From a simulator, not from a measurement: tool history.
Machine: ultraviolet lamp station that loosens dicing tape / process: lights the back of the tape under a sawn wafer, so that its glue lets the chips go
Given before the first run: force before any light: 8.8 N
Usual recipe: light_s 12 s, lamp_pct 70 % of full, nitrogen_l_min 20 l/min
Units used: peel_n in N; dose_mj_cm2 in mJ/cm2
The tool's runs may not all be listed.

run   hour  light_s  lamp_pct  nitrogen_l_min  peel_n  dose_mj_cm2
  1    0.0       12        70              20   0.406          395
  2   55.0       12        70              20   0.417          397
  3  122.9       12        90              20   0.276          496
     169.2  -- window cleaned of glue's vapour
  4  181.7       12        90              20   0.315          476
  5  251.1       12        90              20   0.306          466
  6  321.0       12        90              20   0.323          464
  7  357.0       14        73               8   0.770          419
  8  391.5       14        73               8   0.780          425
  9  435.2       14        73               8   0.763          421
 10  506.4       18        87              18   0.219          625

Predict each of these 3 candidate next runs independently; none follows another, all start after run 10:
     529.9  -- window cleaned of glue's vapour
  A  547.3        9        87              32       ?            ?
     529.9  -- window cleaned of glue's vapour
  B  547.3       10        64              13       ?            ?
     529.9  -- window cleaned of glue's vapour
  C  547.3        8        87              18       ?            ?

run  peel_n  dose_mj_cm2
  A   0.388          349
  B   1.062          290
  C   0.684          310
Without the tool's unlogged condition, the same runs would have read:
run  peel_n  dose_mj_cm2
  A   0.325          385
  B   0.878          320
  C   0.556          343

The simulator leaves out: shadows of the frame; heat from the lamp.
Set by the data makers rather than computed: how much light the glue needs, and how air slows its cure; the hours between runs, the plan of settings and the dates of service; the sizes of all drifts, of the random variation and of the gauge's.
